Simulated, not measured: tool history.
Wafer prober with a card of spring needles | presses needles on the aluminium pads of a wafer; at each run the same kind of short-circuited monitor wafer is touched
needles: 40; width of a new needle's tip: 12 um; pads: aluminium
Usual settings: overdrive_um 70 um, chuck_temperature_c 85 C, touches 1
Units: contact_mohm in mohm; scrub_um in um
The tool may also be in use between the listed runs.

run,day,overdrive_um,chuck_temperature_c,touches,contact_mohm,scrub_um
1,0.000,70,85,1,124,17.63
# day 0.233: tips cleaned on abrasive film
# day 0.562: tips cleaned on abrasive film
2,0.567,70,85,2,124,17.61
# day 0.888: tips cleaned on abrasive film
# day 1.196: tips cleaned on abrasive film
3,1.196,70,85,1,124,17.72
# day 1.504: tips cleaned on abrasive film
4,1.758,70,85,1,123,17.55
# day 1.808: tips cleaned on abrasive film
# day 2.117: tips cleaned on abrasive film
5,2.142,70,85,1,124,17.53
# day 2.442: tips cleaned on abrasive film
6,2.729,70,85,1,124,17.49
# day 2.775: tips cleaned on abrasive film
# day 3.112: tips cleaned on abrasive film
7,3.271,70,85,1,121,17.62
# day 3.417: tips cleaned on abrasive film
# day 3.733: tips cleaned on abrasive film
8,3.888,70,85,1,125,17.48
# day 4.046: tips cleaned on abrasive film
# day 4.362: tips cleaned on abrasive film
9,4.417,70,85,1,125,17.61
# day 4.708: tips cleaned on abrasive film
10,4.746,70,85,1,124,17.43
# day 5.017: tips cleaned on abrasive film
# day 5.350: tips cleaned on abrasive film
11,5.350,70,85,1,126,17.42
# day 5.658: tips cleaned on abrasive film
12,5.900,74,77,1,119,18.42
# day 5.975: tips cleaned on abrasive film
# day 6.317: tips cleaned on abrasive film
13,6.458,51,115,1,128,12.71
# day 6.650: tips cleaned on abrasive film
# day 6.971: tips cleaned on abrasive film
14,7.017,51,115,1,130,12.74
# day 7.308: tips cleaned on abrasive film
15,7.383,51,115,1,128,12.71
# day 7.633: tips cleaned on abrasive film
# day 7.954: tips cleaned on abrasive film
16,7.996,75,81,2,122,18.60
# day 8.288: tips cleaned on abrasive film
17,8.288,70,26,2,114,17.38
# day 8.617: tips cleaned on abrasive film
18,8.688,62,98,1,129,15.41
# day 8.925: tips cleaned on abrasive film
19,9.192,78,108,1,127,19.34
# day 9.233: tips cleaned on abrasive film
# day 9.554: tips cleaned on abrasive film
20,9.562,78,38,1,116,19.22

Measured less the same run without the tool's hidden state. The same run-to-run variation is in both; the gauge's scatter may not be:
The hidden state here: debris on the tips, nm; way that the needles fall short of the set height, um; tips' diameter, um; drift of the gauge itself on contact_mohm, %; drift of the gauge itself on scrub_um, %.
run,scrub_um
1,+0.00
2,-0.02
3,-0.04
4,-0.07
5,-0.07
6,-0.10
7,-0.11
8,-0.14
9,-0.15
10,-0.17
11,-0.18
12,-0.21
13,-0.16
14,-0.18
15,-0.19
16,-0.30
17,-0.29
18,-0.26
19,-0.35
20,-0.37
contact_mohm: within 1 mohm of the measured result in every run.
